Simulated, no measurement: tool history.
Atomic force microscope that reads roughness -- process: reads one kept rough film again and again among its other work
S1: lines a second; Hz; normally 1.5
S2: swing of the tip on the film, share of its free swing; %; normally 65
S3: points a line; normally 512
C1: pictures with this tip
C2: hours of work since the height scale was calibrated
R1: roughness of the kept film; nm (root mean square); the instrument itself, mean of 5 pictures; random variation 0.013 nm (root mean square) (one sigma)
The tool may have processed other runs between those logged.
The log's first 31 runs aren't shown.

run,hour,S1,S2,S3,C1,C2,R1
32,1256.5,1.86,81,700,142,132,2.41
33,1310.4,0.77,79,308,205,162,2.494
34,1351.8,1.56,65,512,254,185,2.42
35,1374.9,2.82,88,958,281,198,1.79
36,1397.1,1.58,89,442,308,211,1.978
# hour 1421.4: new tip fitted
37,1437.1,1.58,89,442,18,233,2.599
38,1473.5,3.78,65,916,61,253,2.687
39,1508.6,0.61,61,430,103,273,2.891
40,1546.5,2.97,59,512,148,295,2.622
41,1589.9,2.97,59,512,199,319,2.486
42,1641.2,3.25,59,512,260,348,2.336
43,1672.5,3.25,59,512,297,366,2.253
# hour 1704.7: new tip fitted
44,1720.4,3.25,59,512,19,392,2.954
45,1751.9,1.14,59,512,56,410,3.013
46,1798.5,1.5,85,276,111,436,2.395
47,1851.6,1.07,70,276,174,466,2.546
48,1882.3,1.5,65,893,210,484,2.508
49,1932.5,1.5,65,893,270,512,2.4
50,1966.9,0.79,81,258,310,531,2.192
# hour 1987.5: new tip fitted
51,2008.3,0.79,81,258,25,554,2.926
52,2040.8,0.79,81,258,63,573,2.823
53,2083.8,2.23,58,512,114,597,2.783

3 ways to go on from here, each from the tool as it stands after run 53. What would each give?
A,2106.1,2.09,72,945,140,609,?
B,2106.1,1.33,56,374,140,609,?
C,2106.1,0.59,64,849,140,609,?

run,R1
A,2.549
B,2.755
C,2.806
Without the tool's hidden state the same runs would have given:
run,R1
A,2.978
B,3.22
C,3.278

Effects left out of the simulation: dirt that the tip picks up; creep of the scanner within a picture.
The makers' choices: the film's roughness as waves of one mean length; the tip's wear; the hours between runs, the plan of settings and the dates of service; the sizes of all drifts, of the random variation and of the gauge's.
